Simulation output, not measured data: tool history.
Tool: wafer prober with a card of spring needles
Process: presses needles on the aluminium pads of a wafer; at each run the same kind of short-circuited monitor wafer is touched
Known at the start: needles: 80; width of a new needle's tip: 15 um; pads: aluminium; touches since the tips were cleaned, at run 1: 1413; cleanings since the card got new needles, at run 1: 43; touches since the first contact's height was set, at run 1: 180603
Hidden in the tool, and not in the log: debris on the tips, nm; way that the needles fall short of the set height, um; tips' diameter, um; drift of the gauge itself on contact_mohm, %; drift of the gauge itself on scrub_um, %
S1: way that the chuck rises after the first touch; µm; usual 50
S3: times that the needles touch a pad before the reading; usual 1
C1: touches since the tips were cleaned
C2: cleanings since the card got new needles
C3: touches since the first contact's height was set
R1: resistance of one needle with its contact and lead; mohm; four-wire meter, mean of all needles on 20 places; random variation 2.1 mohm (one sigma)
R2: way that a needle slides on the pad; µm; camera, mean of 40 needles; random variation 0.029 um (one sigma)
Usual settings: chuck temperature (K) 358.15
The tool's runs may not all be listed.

{"run": 1, "hour": 0.0, "S1": 50, "chuck temperature (K)": 358.15, "S3": 1, "C1": 1413, "C2": 43, "C3": 180603, "R1": 272, "R2": 12.58}
{"hour": 46.5, "done": "tips cleaned on abrasive film"}
{"run": 2, "hour": 50.2, "S1": 50, "chuck temperature (K)": 358.15, "S3": 1, "C1": 596, "C2": 44, "C3": 188622, "R1": 351, "R2": 12.53}
{"run": 3, "hour": 88.4, "S1": 50, "chuck temperature (K)": 358.15, "S3": 1, "C1": 6710, "C2": 44, "C3": 194736, "R1": 337, "R2": 12.57}
{"hour": 101.0, "done": "tips cleaned on abrasive film"}
{"run": 4, "hour": 138.6, "S1": 50, "chuck temperature (K)": 358.15, "S3": 1, "C1": 6017, "C2": 45, "C3": 202757, "R1": 313, "R2": 12.51}
{"hour": 157.2, "done": "tips cleaned on abrasive film"}
{"hour": 172.0, "done": "tips cleaned on abrasive film, once more"}
{"run": 5, "hour": 208.6, "S1": 50, "chuck temperature (K)": 358.15, "S3": 1, "C1": 5864, "C2": 47, "C3": 213930, "R1": 312, "R2": 12.5}
{"hour": 226.8, "done": "tips cleaned on abrasive film"}
{"run": 6, "hour": 263.3, "S1": 50, "chuck temperature (K)": 358.15, "S3": 1, "C1": 5856, "C2": 48, "C3": 222677, "R1": 314, "R2": 12.43}
{"hour": 281.6, "done": "tips cleaned on abrasive film"}
{"run": 7, "hour": 296.4, "S1": 50, "chuck temperature (K)": 358.15, "S3": 1, "C1": 2363, "C2": 49, "C3": 227951, "R1": 278, "R2": 12.43}
{"hour": 336.9, "done": "tips cleaned on abrasive film"}
{"hour": 337.2, "done": "height of the first contact set anew"}
{"run": 8, "hour": 354.8, "S1": 50, "chuck temperature (K)": 358.15, "S3": 2, "C1": 2805, "C2": 50, "C3": 2805, "R1": 263, "R2": 12.95}
{"hour": 394.9, "done": "tips cleaned on abrasive film"}
{"run": 9, "hour": 417.4, "S1": 50, "chuck temperature (K)": 358.15, "S3": 2, "C1": 3605, "C2": 51, "C3": 12823, "R1": 267, "R2": 12.95}
{"hour": 451.6, "done": "tips cleaned on abrasive film"}
{"run": 10, "hour": 487.3, "S1": 50, "chuck temperature (K)": 358.15, "S3": 1, "C1": 5710, "C2": 52, "C3": 23986, "R1": 308, "R2": 13}
{"hour": 506.3, "done": "tips cleaned on abrasive film"}
{"run": 11, "hour": 553.3, "S1": 50, "chuck temperature (K)": 358.15, "S3": 1, "C1": 7523, "C2": 53, "C3": 34536, "R1": 320, "R2": 12.94}
{"hour": 565.2, "done": "tips cleaned on abrasive film"}
{"run": 12, "hour": 612.6, "S1": 50, "chuck temperature (K)": 358.15, "S3": 1, "C1": 7592, "C2": 54, "C3": 44011, "R1": 317, "R2": 12.94}
{"hour": 621.9, "done": "tips cleaned on abrasive film"}
{"run": 13, "hour": 652.7, "S1": 50, "chuck temperature (K)": 358.15, "S3": 1, "C1": 4932, "C2": 55, "C3": 50416, "R1": 306, "R2": 12.9}
{"hour": 677.6, "done": "tips cleaned on abrasive film"}
{"run": 14, "hour": 693.8, "S1": 45, "chuck temperature (K)": 358.15, "S3": 1, "C1": 2586, "C2": 56, "C3": 56970, "R1": 295, "R2": 11.57}
{"run": 15, "hour": 727.2, "S1": 50, "chuck temperature (K)": 358.15, "S3": 2, "C1": 7947, "C2": 56, "C3": 62331, "R1": 285, "R2": 12.88}
{"hour": 735.9, "done": "tips cleaned on abrasive film"}
{"run": 16, "hour": 789.0, "S1": 50, "chuck temperature (K)": 358.15, "S3": 2, "C1": 8501, "C2": 57, "C3": 72194, "R1": 281, "R2": 12.84}
{"hour": 793.4, "done": "tips cleaned on abrasive film"}
{"run": 17, "hour": 825.0, "S1": 50, "chuck temperature (K)": 358.15, "S3": 1, "C1": 5052, "C2": 58, "C3": 77947, "R1": 300, "R2": 12.81}
{"hour": 849.1, "done": "tips cleaned on abrasive film"}
{"run": 18, "hour": 883.1, "S1": 50, "chuck temperature (K)": 315.15, "S3": 2, "C1": 5444, "C2": 59, "C3": 87230, "R1": 266, "R2": 12.85}
{"hour": 905.1, "done": "tips cleaned on abrasive film"}
{"run": 19, "hour": 946.6, "S1": 50, "chuck temperature (K)": 315.15, "S3": 2, "C1": 6636, "C2": 60, "C3": 97376, "R1": 273, "R2": 12.84}
{"hour": 960.6, "done": "tips cleaned on abrasive film"}
{"run": 20, "hour": 994.2, "S1": 36, "chuck temperature (K)": 358.15, "S3": 1, "C1": 5379, "C2": 61, "C3": 104987, "R1": 380, "R2": 9.15}
{"hour": 1017.0, "done": "tips cleaned on abrasive film"}
{"run": 21, "hour": 1025.2, "S1": 50, "chuck temperature (K)": 308.15, "S3": 1, "C1": 1323, "C2": 62, "C3": 109930, "R1": 252, "R2": 12.74}
{"hour": 1072.5, "done": "tips cleaned on abrasive film"}
{"run": 22, "hour": 1091.6, "S1": 43, "chuck temperature (K)": 316.15, "S3": 2, "C1": 3061, "C2": 63, "C3": 120538, "R1": 269, "R2": 10.91}
{"hour": 1126.9, "done": "tips cleaned on abrasive film"}
{"run": 23, "hour": 1129.1, "S1": 50, "chuck temperature (K)": 308.15, "S3": 1, "C1": 355, "C2": 64, "C3": 126524, "R1": 234, "R2": 12.74}
{"hour": 1185.3, "done": "tips cleaned on abrasive film"}
{"run": 24, "hour": 1187.9, "S1": 36, "chuck temperature (K)": 358.15, "S3": 1, "C1": 412, "C2": 65, "C3": 135916, "R1": 270, "R2": 9.09}
{"run": 25, "hour": 1236.4, "S1": 50, "chuck temperature (K)": 358.15, "S3": 3, "C1": 8181, "C2": 65, "C3": 143685, "R1": 264, "R2": 12.71}
{"hour": 1239.6, "done": "tips cleaned on abrasive film"}
{"run": 26, "hour": 1268.8, "S1": 38, "chuck temperature (K)": 332.15, "S3": 2, "C1": 4675, "C2": 66, "C3": 148860, "R1": 306, "R2": 9.56}
{"hour": 1296.4, "done": "tips cleaned on abrasive film"}
{"run": 27, "hour": 1336.0, "S1": 38, "chuck temperature (K)": 309.15, "S3": 2, "C1": 6336, "C2": 67, "C3": 159598, "R1": 322, "R2": 9.53}
{"hour": 1356.5, "done": "tips cleaned on abrasive film"}
{"run": 28, "hour": 1373.2, "S1": 36, "chuck temperature (K)": 309.15, "S3": 2, "C1": 2678, "C2": 68, "C3": 165542, "R1": 291, "R2": 9.02}
{"hour": 1411.1, "done": "tips cleaned on abrasive film"}
{"run": 29, "hour": 1411.1, "S1": 36, "chuck temperature (K)": 309.15, "S3": 2, "C1": 0, "C2": 69, "C3": 171589, "R1": 230, "R2": 8.97}
{"run": 30, "hour": 1458.6, "S1": 45, "chuck temperature (K)": 305.15, "S3": 1, "C1": 7600, "C2": 69, "C3": 179189, "R1": 336, "R2": 11.3}
{"hour": 1465.7, "done": "tips cleaned on abrasive film"}
{"run": 31, "hour": 1489.8, "S1": 58, "chuck temperature (K)": 358.15, "S3": 1, "C1": 3870, "C2": 70, "C3": 184175, "R1": 281, "R2": 14.63}
{"hour": 1521.6, "done": "tips cleaned on abrasive film"}
{"run": 32, "hour": 1545.3, "S1": 58, "chuck temperature (K)": 340.15, "S3": 2, "C1": 3778, "C2": 71, "C3": 193027, "R1": 257, "R2": 14.65}
{"hour": 1581.3, "done": "tips cleaned on abrasive film"}
{"run": 33, "hour": 1611.0, "S1": 53, "chuck temperature (K)": 323.15, "S3": 1, "C1": 4753, "C2": 72, "C3": 203539, "R1": 293, "R2": 13.34}

Measured less the same run without the tool's hidden state. The same run-to-run variation is in both; the gauge's scatter may not be:
run=1 R1=+43 R2=-0.36
run=2 R1=+128 R2=-0.45
run=3 R1=+108 R2=-0.46
run=4 R1=+88 R2=-0.48
run=5 R1=+85 R2=-0.52
run=6 R1=+87 R2=-0.54
run=7 R1=+53 R2=-0.55
run=8 R1=+37 R2=+0
run=9 R1=+40 R2=-0.01
run=10 R1=+82 R2=-0.03
run=11 R1=+91 R2=-0.05
run=12 R1=+90 R2=-0.06
run=13 R1=+79 R2=-0.08
run=14 R1=+68 R2=-0.11
run=15 R1=+56 R2=-0.11
run=16 R1=+56 R2=-0.13
run=17 R1=+78 R2=-0.15
run=18 R1=+52 R2=-0.16
run=19 R1=+57 R2=-0.18
run=20 R1=+150 R2=-0.2
run=21 R1=+38 R2=-0.23
run=22 R1=+53 R2=-0.25
run=23 R1=+18 R2=-0.27
run=24 R1=+38 R2=-0.28
run=25 R1=+37 R2=-0.28
run=26 R1=+83 R2=-0.31
run=27 R1=+102 R2=-0.33
run=28 R1=+73 R2=-0.35
run=29 R1=+11 R2=-0.37
run=30 R1=+124 R2=-0.37
run=31 R1=+58 R2=-0.39
run=32 R1=+36 R2=-0.41
run=33 R1=+78 R2=-0.43
